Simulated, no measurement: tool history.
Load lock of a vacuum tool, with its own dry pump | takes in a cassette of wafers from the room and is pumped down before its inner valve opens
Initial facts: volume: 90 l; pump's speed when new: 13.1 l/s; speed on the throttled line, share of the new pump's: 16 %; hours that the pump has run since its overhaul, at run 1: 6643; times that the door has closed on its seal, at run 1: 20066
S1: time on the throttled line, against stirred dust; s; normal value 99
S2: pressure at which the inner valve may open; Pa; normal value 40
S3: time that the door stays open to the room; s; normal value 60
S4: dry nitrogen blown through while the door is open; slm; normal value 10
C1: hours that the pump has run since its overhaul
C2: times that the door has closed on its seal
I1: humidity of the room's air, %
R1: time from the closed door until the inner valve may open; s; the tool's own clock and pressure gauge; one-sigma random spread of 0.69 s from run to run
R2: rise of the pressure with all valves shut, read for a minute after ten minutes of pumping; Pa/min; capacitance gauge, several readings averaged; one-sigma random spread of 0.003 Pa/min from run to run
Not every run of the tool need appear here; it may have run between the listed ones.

run    hour   S1  S2   S3  S4    C1     C2    I1     R1     R2
  1     0.0   99  40   60  10  6643  20066  40.8  140.7  0.758
      131.2  -- door's seal changed, seat wiped
  2   180.1   99  40   60  10  6822    138  51.6  140.7  0.022
  3   273.2   99  40   60  10  6915    400  47.6  141.3  0.032
  4   352.2   99  40   60  10  6994    623  43.5  141.4  0.023
  5   485.2   99  40  177  10  7127    997  47.4  140.8  0.038
  6   576.6   99  40  177  10  7218   1255  43.2  140.4  0.046
  7   726.2   99  40  177   6  7368   1676  44.5  141.0  0.052
  8   854.7   99  40  177   6  7496   2038  43.9  140.7  0.056
  9   999.7   99  40  177   6  7641   2447  42.9  140.9  0.062
 10  1085.3   99  40  177   6  7727   2688  43.9  141.2  0.064
 11  1177.0   99  40  160  10  7819   2946  45.2  141.0  0.067
 12  1342.7   99  40  160  10  7984   3413  46.8  141.8  0.077
 13  1440.4   99  33  160  10  8082   3689  43.1  142.7  0.079
 14  1597.9   98  71  108  10  8239   4132  46.5  136.8  0.085
 15  1722.5   98  71  108  10  8364   4483  43.5  136.5  0.091
 16  1849.1  115  40  127  11  8491   4840  46.4  155.2  0.101
 17  1986.1   55  35   60  10  8628   5226  43.3  106.0  0.105
 18  2137.7   55  35   60  10  8779   5653  44.1  107.1  0.116
 19  2285.5  128  40   31  26  8927   6070  42.1  165.4  0.114
 20  2409.5   99  40   46   8  9051   6419  42.1  140.7  0.122
 21  2501.3   99  40   46   8  9143   6678  44.5  143.3  0.138
 22  2641.9   99  40   46   8  9284   7074  44.5  141.5  0.143
 23  2728.1  129  40   53  10  9370   7316  44.3  166.4  0.150
 24  2862.9  129  40   53  10  9505   7696  41.5  167.8  0.167
 25  2972.5   95  40   60  15  9614   8005  44.0  138.7  0.168
 26  3080.2   99  40   60  15  9722   8308  44.3  142.1  0.184

Here are 3 independent what-if runs from the current tool condition. What would each one return?
  A  3220.9   99  40   47  10  9863  8705  47.8   ?   ?
  B  3220.9   53  40  101  13  9863  8705  45.8   ?   ?
  C  3220.9  143  53   37  10  9863  8705  46.6   ?   ?

run     R1     R2
  A  141.8  0.195
  B  103.8  0.197
  C  177.4  0.191
Stripped of hidden state, with their random variation kept, the same runs would have yielded:
run     R1     R2
  A  137.4  0.018
  B   98.5  0.021
  C  173.8  0.018
